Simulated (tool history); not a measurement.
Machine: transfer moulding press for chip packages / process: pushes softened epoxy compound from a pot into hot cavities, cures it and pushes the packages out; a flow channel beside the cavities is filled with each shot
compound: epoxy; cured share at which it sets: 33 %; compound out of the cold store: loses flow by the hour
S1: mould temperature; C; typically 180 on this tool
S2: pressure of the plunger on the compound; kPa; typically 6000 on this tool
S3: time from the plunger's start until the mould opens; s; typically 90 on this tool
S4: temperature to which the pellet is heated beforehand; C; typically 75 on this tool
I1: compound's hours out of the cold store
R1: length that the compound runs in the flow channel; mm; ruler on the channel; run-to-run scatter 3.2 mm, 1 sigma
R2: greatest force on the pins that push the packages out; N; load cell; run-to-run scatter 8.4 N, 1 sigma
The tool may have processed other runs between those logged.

run,day,S1,S2,S3,S4,I1,R1,R2
1,0,180,6000,90,75,44.2,829,416
2,0.379,180,6000,90,75,15.2,893,520
3,0.667,180,6000,90,75,24.3,875,554
4,0.9,180,6000,90,75,29.6,858,578
5,1.138,180,6000,90,75,35.1,841,610
6,1.379,180,6000,90,75,47.5,810,629
# day 1.496: cavities cleaned with cleaning compound and waxed
7,1.733,182,6000,90,75,21.1,870,395
8,2.133,180,6000,73,75,30.6,851,815
9,2.529,180,6000,73,75,33.1,843,944
10,2.925,180,6000,73,75,38.8,822,955
# day 3.221: cavities cleaned with cleaning compound and waxed
11,3.254,180,4520,90,75,15.1,769,363
12,3.588,180,4520,90,75,41.4,702,442
13,3.75,185,6880,90,75,11.2,939,393
14,4.117,185,6880,90,75,40.3,858,432
15,4.325,185,6880,90,70,25.8,898,490
16,4.642,180,6820,90,75,16.3,932,622
# day 4.954: cavities cleaned with cleaning compound and waxed
17,5.075,175,6000,90,68,44.1,818,538
18,5.288,175,6000,90,68,42.4,815,610
19,5.508,175,6000,90,68,27.1,854,694
# day 5.779: plunger's sealing rings changed
20,5.867,180,5200,98,75,38.9,812,460
21,6.225,180,5200,98,75,42.3,802,507
22,6.446,180,5200,98,66,42.7,800,520

Alternative continuations, all from the tool just after run 22; predict every row:
# day 6.788: cavities cleaned with cleaning compound and waxed
A,6.788,177,5200,118,75,19.9,?,?
# day 6.788: cavities cleaned with cleaning compound and waxed
B,6.788,172,5200,98,66,30.9,?,?
# day 6.788: cavities cleaned with cleaning compound and waxed
C,6.788,180,5200,82,80,37.9,?,?

run,R1,R2
A,864,293
B,849,502
C,804,410
The same runs, with their run-to-run variation unchanged, on a tool lacking any hidden condition would have given:
run,R1,R2
A,870,297
B,856,519
C,810,422

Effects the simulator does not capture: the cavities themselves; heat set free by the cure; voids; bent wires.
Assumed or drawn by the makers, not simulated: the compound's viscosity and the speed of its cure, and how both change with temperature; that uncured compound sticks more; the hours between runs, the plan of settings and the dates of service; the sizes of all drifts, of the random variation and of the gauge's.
